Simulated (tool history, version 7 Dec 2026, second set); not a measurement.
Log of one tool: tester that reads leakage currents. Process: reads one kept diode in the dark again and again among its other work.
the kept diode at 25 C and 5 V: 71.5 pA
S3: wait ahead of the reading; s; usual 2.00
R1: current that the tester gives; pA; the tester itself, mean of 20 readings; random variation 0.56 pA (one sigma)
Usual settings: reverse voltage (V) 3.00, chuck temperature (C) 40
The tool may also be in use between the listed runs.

{"run": 1, "hour": 0.0, "reverse voltage (V)": 3.0, "chuck temperature (C)": 40, "S3": 2.0, "R1": 180.63}
{"run": 2, "hour": 126.3, "reverse voltage (V)": 3.0, "chuck temperature (C)": 40, "S3": 2.0, "R1": 182.18}
{"run": 3, "hour": 248.6, "reverse voltage (V)": 3.0, "chuck temperature (C)": 40, "S3": 2.0, "R1": 180.35}
{"run": 4, "hour": 388.4, "reverse voltage (V)": 3.0, "chuck temperature (C)": 40, "S3": 2.0, "R1": 177.73}
{"hour": 429.2, "done": "probe card cleaned and baked"}
{"run": 5, "hour": 594.7, "reverse voltage (V)": 3.0, "chuck temperature (C)": 40, "S3": 2.0, "R1": 176.96}
{"run": 6, "hour": 807.2, "reverse voltage (V)": 3.0, "chuck temperature (C)": 34, "S3": 2.0, "R1": 110.33}
{"run": 7, "hour": 929.3, "reverse voltage (V)": 3.0, "chuck temperature (C)": 34, "S3": 2.0, "R1": 110.39}
{"run": 8, "hour": 1062.4, "reverse voltage (V)": 3.0, "chuck temperature (C)": 34, "S3": 2.0, "R1": 109.95}
{"run": 9, "hour": 1173.9, "reverse voltage (V)": 3.0, "chuck temperature (C)": 34, "S3": 2.0, "R1": 108.89}
{"run": 10, "hour": 1359.1, "reverse voltage (V)": 3.0, "chuck temperature (C)": 22, "S3": 2.0, "R1": 41.21}
{"run": 11, "hour": 1515.2, "reverse voltage (V)": 3.0, "chuck temperature (C)": 26, "S3": 2.0, "R1": 57.42}
{"hour": 1535.5, "done": "chuck's temperature calibrated"}
{"run": 12, "hour": 1696.4, "reverse voltage (V)": 2.22, "chuck temperature (C)": 40, "S3": 8.69, "R1": 167.24}
{"run": 13, "hour": 1917.0, "reverse voltage (V)": 12.69, "chuck temperature (C)": 49, "S3": 2.46, "R1": 674.84}
{"run": 14, "hour": 2020.5, "reverse voltage (V)": 9.6, "chuck temperature (C)": 23, "S3": 2.0, "R1": 83.85}
{"run": 15, "hour": 2212.8, "reverse voltage (V)": 9.6, "chuck temperature (C)": 22, "S3": 0.32, "R1": 83.85}
{"run": 16, "hour": 2367.5, "reverse voltage (V)": 18.5, "chuck temperature (C)": 22, "S3": 8.3, "R1": 102.39}

Some steps in R1 between neighbouring runs. How much of each would the tool show without its hidden state too (settings, what came in, random variation), and how much is left for the hidden state, with any gauge scatter that isn't in both results?
The hidden state here: stray current of the dirty probe card, pA a volt; current scale over the true one, %; true chuck temperature over the reading, C; drift of the gauge itself on leakage_pa, %.
Run 11 -> 12: reverse voltage (V) 3.00 -> 2.22, chuck temperature (C) 26 -> 40, S3 2.00 -> 8.69, chuck's temperature calibrated. R1 +109.82 pA: hidden state +9.61, all else +100.21.
Run 13 -> 14: reverse voltage (V) 12.69 -> 9.60, chuck temperature (C) 49 -> 23, S3 2.46 -> 2.00. R1 -590.99 pA: hidden state -9.00, all else -581.99.
